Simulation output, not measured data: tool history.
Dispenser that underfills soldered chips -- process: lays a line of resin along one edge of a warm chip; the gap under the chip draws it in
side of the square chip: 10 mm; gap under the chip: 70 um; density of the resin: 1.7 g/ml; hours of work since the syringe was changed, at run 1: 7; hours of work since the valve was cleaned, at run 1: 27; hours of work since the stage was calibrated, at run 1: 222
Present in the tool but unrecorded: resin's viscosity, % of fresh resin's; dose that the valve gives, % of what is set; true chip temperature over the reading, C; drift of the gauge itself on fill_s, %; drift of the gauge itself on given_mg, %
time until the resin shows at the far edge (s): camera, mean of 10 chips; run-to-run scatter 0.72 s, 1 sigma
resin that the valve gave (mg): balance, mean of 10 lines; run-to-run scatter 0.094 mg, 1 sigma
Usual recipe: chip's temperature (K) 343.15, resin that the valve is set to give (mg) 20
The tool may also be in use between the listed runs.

run,hour,chip's temperature (K),resin that the valve is set to give (mg),hours of work since the syringe was changed,hours of work since the valve was cleaned,hours of work since the stage was calibrated,time until the resin shows at the far edge (s),resin that the valve gave (mg)
1,0,343.15,20,7,27,222,90.2,19.92
# hour 2.5: new syringe of resin
2,5.2,332.15,20,2,31,226,135.7,19.84
3,11.6,343.15,20,7,36,231,90.5,19.9
# hour 13.8: new syringe of resin
4,21.3,343.15,24.8,6,43,238,83.5,24.66
# hour 25.1: new syringe of resin
5,30.8,343.15,24.8,4,50,245,82.8,24.49
6,35,343.15,24.8,8,54,248,94.5,24.51
# hour 36.8: new syringe of resin
7,39.9,343.15,19.3,2,57,252,73.9,19.03
# hour 48.1: new syringe of resin
8,48.1,343.15,19.3,0,63,258,65.9,18.86
9,56,343.15,19.3,6,69,264,88.6,18.83
# hour 59.7: new syringe of resin
10,64.9,343.15,19.3,4,76,270,80.9,18.89
# hour 70.9: new syringe of resin
11,71.7,343.15,19.3,1,81,275,72.3,18.96
12,79.9,343.15,20,7,87,282,93.6,19.43
# hour 82.5: new syringe of resin
13,84.6,343.15,20,2,90,285,74.2,19.61
14,92,343.15,20,7,96,291,92.5,19.67
# hour 94.3: new syringe of resin
15,100.3,346.15,17.6,5,102,297,72,17.12
# hour 105.6: new syringe of resin
16,105.6,328.15,20,0,106,300,163.3,19.38
17,111.4,328.15,20,4,110,305,194.9,19.22
# hour 117.4: new syringe of resin
18,119,328.15,20,1,116,311,171.9,19.35
# hour 122.7: dispensing valve cleaned and set on the balance
19,124.7,328.15,22.3,5,2,314,193,22.06
# hour 129.9: new syringe of resin
20,132.5,344.15,21.7,2,7,320,72.3,21.71
21,139.2,332.15,18.1,7,12,325,174,18.04
# hour 141.2: new syringe of resin
22,148.6,355.15,18.6,6,19,332,48.1,18.37
# hour 152.3: new syringe of resin
23,155.3,355.15,18.6,2,24,337,41.7,18.44
24,159.3,347.15,22.6,5,27,340,68.7,22.35
# hour 163.7: new syringe of resin
25,165.3,347.15,17.7,1,32,344,59,17.54
26,171.1,347.15,17.7,6,36,349,71.8,17.44
# hour 175: new syringe of resin
27,176.9,356.15,22.3,1,40,353,38,22

Alternative continuations, all from the tool just after run 27; predict every row:
A,183.5,356.15,18.1,7,45,358,?,?
B,183.5,344.15,21.4,7,45,358,?,?
C,183.5,339.15,18.5,7,45,358,?,?

run,time until the resin shows at the far edge (s),resin that the valve gave (mg)
A,47.3,17.86
B,87.6,21.14
C,116.7,18.23
The same runs, with their run-to-run variation unchanged, on a tool lacking any hidden condition would have given:
run,time until the resin shows at the far edge (s),resin that the valve gave (mg)
A,33.5,18.14
B,61.8,21.47
C,82.1,18.52
